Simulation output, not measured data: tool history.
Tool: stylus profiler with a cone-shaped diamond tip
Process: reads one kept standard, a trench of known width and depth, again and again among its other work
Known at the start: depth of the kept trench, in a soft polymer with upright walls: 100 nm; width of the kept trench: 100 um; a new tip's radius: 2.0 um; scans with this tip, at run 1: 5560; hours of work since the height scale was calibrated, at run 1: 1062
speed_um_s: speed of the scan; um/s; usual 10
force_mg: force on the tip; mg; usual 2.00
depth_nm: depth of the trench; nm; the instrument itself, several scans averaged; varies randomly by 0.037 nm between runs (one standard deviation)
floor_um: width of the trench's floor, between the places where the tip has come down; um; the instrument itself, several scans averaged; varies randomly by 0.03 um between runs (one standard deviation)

| run | hour | speed_um_s | force_mg | scans with this tip | hours of work since the height scale was calibrated | depth_nm | floor_um |
|---|---|---|---|---|---|---|---|
| 1 | 0.0 | 10 | 2.00 | 5560 | 1062 | 101.31 | 98.56 |
| 2 | 43.0 | 18 | 2.00 | 5721 | 1093 | 101.24 | 98.44 |
| 3 | 90.3 | 10 | 5.46 | 5898 | 1127 | 102.14 | 98.57 |
| 4 | 125.9 | 10 | 2.23 | 6031 | 1152 | 101.37 | 98.52 |
| 5 | 156.7 | 2 | 2.00 | 6146 | 1174 | 101.30 | 98.62 |
| 6 | 182.3 | 2 | 2.00 | 6242 | 1192 | 101.34 | 98.62 |
| 7 | 225.8 | 2 | 2.00 | 6405 | 1223 | 101.32 | 98.55 |
| 8 | 252.8 | 26 | 2.00 | 6506 | 1243 | 101.32 | 98.41 |
| 9 | 285.4 | 26 | 2.00 | 6628 | 1266 | 101.30 | 98.44 |
| 10 | 318.1 | 10 | 2.00 | 6750 | 1289 | 101.40 | 98.57 |
| 11 | 342.9 | 10 | 2.00 | 6843 | 1307 | 101.30 | 98.53 |
| 12 | 383.1 | 2 | 4.33 | 6993 | 1336 | 102.01 | 98.54 |
| 13 | 419.4 | 18 | 1.27 | 7129 | 1362 | 101.10 | 98.38 |
| 14 | 453.8 | 4 | 5.37 | 7257 | 1386 | 102.18 | 98.53 |
| 15 | 489.6 | 3 | 0.67 | 7391 | 1412 | 100.84 | 98.57 |
| 16 | 526.8 | 10 | 3.73 | 7530 | 1438 | 101.80 | 98.51 |
| 17 | 562.6 | 32 | 5.89 | 7664 | 1464 | 102.51 | 98.46 |
| 18 | 600.6 | 32 | 5.89 | 7806 | 1491 | 102.48 | 98.46 |
| 19 | 638.5 | 32 | 5.89 | 7948 | 1518 | 102.54 | 98.46 |
| 20 | 688.2 | 32 | 5.89 | 8134 | 1553 | 102.48 | 98.47 |

Forecast each of these 3 alternatives for the next run:
| A | 711.9 | 3 | 2.00 | 8222 | 1570 | ? | ? |
| B | 711.9 | 21 | 5.94 | 8222 | 1570 | ? | ? |
| C | 711.9 | 3 | 4.62 | 8222 | 1570 | ? | ? |

| run | depth_nm | floor_um |
|---|---|---|
| A | 101.36 | 98.50 |
| B | 102.45 | 98.51 |
| C | 102.14 | 98.56 |
Without the tool's hidden state the same runs would have given:
| run | depth_nm | floor_um |
|---|---|---|
| A | 100.95 | 98.67 |
| B | 102.03 | 98.68 |
| C | 101.73 | 98.73 |
